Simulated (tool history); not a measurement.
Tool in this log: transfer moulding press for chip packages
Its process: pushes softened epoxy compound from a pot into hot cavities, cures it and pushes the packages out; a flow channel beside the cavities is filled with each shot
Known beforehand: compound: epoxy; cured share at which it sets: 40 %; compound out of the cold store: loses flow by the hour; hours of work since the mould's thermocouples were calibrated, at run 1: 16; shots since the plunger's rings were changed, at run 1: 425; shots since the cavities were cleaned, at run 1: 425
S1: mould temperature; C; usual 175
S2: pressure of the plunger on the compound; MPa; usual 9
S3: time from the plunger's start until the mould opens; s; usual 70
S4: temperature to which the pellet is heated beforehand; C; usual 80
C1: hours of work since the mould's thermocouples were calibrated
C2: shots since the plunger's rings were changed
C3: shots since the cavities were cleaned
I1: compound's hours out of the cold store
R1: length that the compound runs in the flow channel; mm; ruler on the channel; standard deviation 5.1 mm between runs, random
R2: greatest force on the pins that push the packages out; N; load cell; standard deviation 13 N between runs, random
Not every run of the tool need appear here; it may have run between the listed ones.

run	day	S1	S2	S3	S4	C1	C2	C3	I1	R1	R2
1	0	175	9	70	80	16	425	425	11.7	998	1124
2	0.542	175	9	70	80	24	637	637	44.9	943	1182
3	1.121	175	9	70	80	33	863	863	33.1	954	1290
4	1.479	175	9	70	80	38	1003	1003	38.4	950	1278
# day 1.846: cavities cleaned with cleaning compound and waxed
5	1.846	175	9	70	80	43	1123	0	34.8	950	643
6	2.342	175	9	70	80	50	1318	195	16.6	974	928
7	2.621	175	10.73	70	80	54	1426	303	15.7	1075	1029
8	2.992	175	9	70	80	60	1571	448	21.6	966	1114
9	3.517	175	9	70	80	68	1778	655	33.5	947	1197
10	4.058	175	9	70	80	76	1989	866	12.9	974	1296
11	4.588	175	9	70	80	84	2195	1072	20.2	957	1395
# day 4.788: cavities cleaned with cleaning compound and waxed
12	5.021	175	9	70	80	89	2341	91	13.8	967	805
13	5.4	175	9	70	80	95	2491	241	28.9	938	956
14	5.958	175	9	70	80	103	2708	458	24	953	1119
15	6.254	175	9	70	80	108	2824	574	28.1	934	1150
# day 6.621: plunger's sealing rings changed
16	6.808	175	9	70	80	114	74	750	13.5	1016	1255
17	7.175	176	8.43	70	80	120	218	894	34.2	927	1175
18	7.721	181	9	83	80	128	432	1108	43.2	928	764
# day 7.817: cavities cleaned with cleaning compound and waxed
19	8.162	181	9	83	80	134	580	135	11.3	985	507
20	8.421	173	7.34	54	72	138	680	235	41.9	859	2124
21	8.662	178	7.62	70	84	141	776	331	27.3	879	838
22	9.1	178	7.62	70	84	148	948	503	42.7	855	918
23	9.504	181	9	59	80	154	1106	661	27.3	947	1336
24	9.758	175	9	79	88	158	1204	759	44.1	926	887
25	10.262	175	9	79	88	165	1402	957	18.8	967	961

For run 26, what comes out?
# day 10.762: cavities cleaned with cleaning compound and waxed
26	10.908	175	9	79	88	174	1631	58	12.8	?	?

{"run 26": {"R1": 975, "R2": 509}}
With no hidden state in the tool, this same run would have given R1 1006 mm, R2 447 N.

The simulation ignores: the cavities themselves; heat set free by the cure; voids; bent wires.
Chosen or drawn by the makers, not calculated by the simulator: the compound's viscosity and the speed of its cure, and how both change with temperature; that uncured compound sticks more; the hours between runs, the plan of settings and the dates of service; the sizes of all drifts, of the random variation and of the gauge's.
